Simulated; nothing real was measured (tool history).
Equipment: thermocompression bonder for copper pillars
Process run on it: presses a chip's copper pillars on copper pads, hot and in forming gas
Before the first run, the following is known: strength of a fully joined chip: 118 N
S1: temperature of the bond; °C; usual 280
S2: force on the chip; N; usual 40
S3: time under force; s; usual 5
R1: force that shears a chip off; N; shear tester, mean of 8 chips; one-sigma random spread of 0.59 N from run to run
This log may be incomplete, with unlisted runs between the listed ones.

Run 1, hour 0.0: usual settings. Result: R1 85.7 N.
Run 2, hour 27.8: usual settings but S1 303 °C. Result: R1 97.3 N.
Run 3, hour 62.5: usual settings. Result: R1 83.8 N.
Run 4, hour 77.9: usual settings. Result: R1 83.9 N.
Run 5, hour 100.9: usual settings. Result: R1 84.0 N.
Run 6, hour 130.0: usual settings but S2 57 N. Result: R1 99.7 N.
Run 7, hour 155.1: usual settings but S3 6 s. Result: R1 87.1 N.
Run 8, hour 184.0: usual settings. Result: R1 82.5 N.
Run 9, hour 198.2: usual settings. Result: R1 81.4 N.
Run 10, hour 231.3: usual settings. Result: R1 82.2 N.
Run 11, hour 251.0: usual settings. Result: R1 82.1 N.
Run 12, hour 266.6: usual settings but S2 51 N. Result: R1 93.0 N.
Run 13, hour 298.1: usual settings but S3 4 s. Result: R1 75.7 N.
Run 14, hour 314.1: usual settings but S3 4 s. Result: R1 81.9 N.
Run 15, hour 344.6: usual settings. Result: R1 85.5 N.
Run 16, hour 360.1: usual settings. Result: R1 85.1 N.
Run 17, hour 388.3: usual settings. Result: R1 86.0 N.
Run 18, hour 405.2: usual settings. Result: R1 84.6 N.
Run 19, hour 433.6: usual settings. Result: R1 84.6 N.
Run 20, hour 449.2: usual settings. Result: R1 84.3 N.
Run 21, hour 466.1: usual settings but S2 58 N. Result: R1 100.9 N.
Run 22, hour 495.4: usual settings but S1 266 °C, S2 36 N. Result: R1 68.4 N.
Run 23, hour 528.6: usual settings but S1 305 °C, S2 28 N. Result: R1 78.5 N.
Run 24, hour 556.6: usual settings but S1 268 °C, S2 30 N. Result: R1 58.3 N.
Run 25, hour 583.3: usual settings but S1 266 °C, S2 44 N, S3 4 s. Result: R1 74.3 N.
Run 26, hour 608.6: usual settings but S1 263 °C, S2 28 N, S3 6 s. Result: R1 54.7 N.
Run 27, hour 630.8: usual settings but S1 263 °C, S2 28 N, S3 6 s. Result: R1 55.0 N.
Run 28, hour 646.3: usual settings but S1 261 °C. Result: R1 69.4 N.
Run 29, hour 677.9: usual settings but S1 295 °C, S2 44 N. Result: R1 92.7 N.
Run 30, hour 704.0: usual settings but S1 278 °C, S3 8 s. Result: R1 93.4 N.
Run 31, hour 737.2: usual settings but S1 278 °C, S2 37 N, S3 3 s. Result: R1 68.9 N.
Run 32, hour 760.9: usual settings but S1 256 °C, S3 11 s. Result: R1 86.0 N.
Run 33, hour 780.2: usual settings but S1 256 °C, S3 11 s. Result: R1 86.4 N.
Run 34, hour 803.9: usual settings but S1 256 °C, S3 3 s. Result: R1 58.0 N.
Run 35, hour 837.7: usual settings but S1 285 °C. Result: R1 86.9 N.
Run 36, hour 868.7: usual settings but S1 285 °C. Result: R1 86.1 N.
Run 37, hour 884.2: usual settings but S1 285 °C. Result: R1 86.6 N.
Run 38, hour 913.2: usual settings but S1 272 °C, S2 46 N. Result: R1 85.4 N.
Run 39, hour 946.8: usual settings but S2 50 N. Result: R1 93.1 N.

The log once held 2 entries between its listed runs, left out of this copy. Where does each go, and what is different about the tool's unlogged condition between the listed run before it and the listed run after it?
From run 13 to run 14: forming gas filter changed (hour 306.7)
  oxide that the forming gas leaves, % of the face: 6.66 -> 0.61
  the result without the hidden state subtracted from the measured one, R1: -5.1 -> -0.3 N
From run 29 to run 30: forming gas filter changed (hour 684.8)
  true temperature of the bond over the reading, C: 2.3 -> 2.4; force that reaches the chip, % of what is set: 97.2 -> 97.1; oxide that the forming gas leaves, % of the face: 6.52 -> 0.87
  the result without the hidden state subtracted from the measured one, R1: -6.1 -> -0.5 N
